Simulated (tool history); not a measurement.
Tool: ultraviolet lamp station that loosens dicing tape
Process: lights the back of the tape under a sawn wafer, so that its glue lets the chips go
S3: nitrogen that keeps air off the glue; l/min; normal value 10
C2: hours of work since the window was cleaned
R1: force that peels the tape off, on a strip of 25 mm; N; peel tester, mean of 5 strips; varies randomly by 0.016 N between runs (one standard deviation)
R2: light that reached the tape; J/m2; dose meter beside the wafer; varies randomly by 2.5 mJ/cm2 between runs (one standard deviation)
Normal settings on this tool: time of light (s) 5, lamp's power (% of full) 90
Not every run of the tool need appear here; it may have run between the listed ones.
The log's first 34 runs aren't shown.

{"run": 35, "day": 21.342, "time of light (s)": 2, "lamp's power (% of full)": 65, "S3": 9, "hours of work of the lamp": 510, "C2": 381, "R1": 5.981, "R2": 750}
{"run": 36, "day": 21.842, "time of light (s)": 2, "lamp's power (% of full)": 65, "S3": 9, "hours of work of the lamp": 518, "C2": 390, "R1": 5.875, "R2": 750}
{"run": 37, "day": 22.208, "time of light (s)": 5, "lamp's power (% of full)": 90, "S3": 6, "hours of work of the lamp": 525, "C2": 396, "R1": 1.85, "R2": 2520}
{"run": 38, "day": 22.562, "time of light (s)": 5, "lamp's power (% of full)": 90, "S3": 6, "hours of work of the lamp": 531, "C2": 403, "R1": 1.85, "R2": 2530}
{"run": 39, "day": 23.088, "time of light (s)": 5, "lamp's power (% of full)": 90, "S3": 6, "hours of work of the lamp": 540, "C2": 412, "R1": 1.761, "R2": 2500}
{"run": 40, "day": 23.946, "time of light (s)": 3, "lamp's power (% of full)": 60, "S3": 3, "hours of work of the lamp": 555, "C2": 427, "R1": 6.415, "R2": 990}
{"run": 41, "day": 24.704, "time of light (s)": 5, "lamp's power (% of full)": 93, "S3": 7, "hours of work of the lamp": 569, "C2": 440, "R1": 1.547, "R2": 2530}
{"run": 42, "day": 25.508, "time of light (s)": 5, "lamp's power (% of full)": 93, "S3": 7, "hours of work of the lamp": 583, "C2": 454, "R1": 1.541, "R2": 2500}
{"run": 43, "day": 26.204, "time of light (s)": 5, "lamp's power (% of full)": 93, "S3": 4, "hours of work of the lamp": 595, "C2": 467, "R1": 2.402, "R2": 2530}
{"run": 44, "day": 26.821, "time of light (s)": 8, "lamp's power (% of full)": 93, "S3": 4, "hours of work of the lamp": 606, "C2": 478, "R1": 0.984, "R2": 4050}
{"run": 45, "day": 27.525, "time of light (s)": 9, "lamp's power (% of full)": 93, "S3": 3, "hours of work of the lamp": 619, "C2": 490, "R1": 1.012, "R2": 4440}

3 options for the next run, each taken on its own from the tool as it stands now. Forecast them:
{"run": "A", "day": 28.3, "time of light (s)": 3, "lamp's power (% of full)": 90, "S3": 17, "hours of work of the lamp": 632, "C2": 504, "R1": "?", "R2": "?"}
{"run": "B", "day": 28.3, "time of light (s)": 6, "lamp's power (% of full)": 73, "S3": 10, "hours of work of the lamp": 632, "C2": 504, "R1": "?", "R2": "?"}
{"run": "C", "day": 28.3, "time of light (s)": 2, "lamp's power (% of full)": 93, "S3": 13, "hours of work of the lamp": 632, "C2": 504, "R1": "?", "R2": "?"}

run=A R1=2.245 R2=1440
run=B R1=1.307 R2=2360
run=C R1=4.086 R2=1030
Take away the tool's hidden state, keep each run's random variation, and the runs would have read:
run=A R1=1.477 R2=1840
run=B R1=0.767 R2=3010
run=C R1=3.116 R2=1300
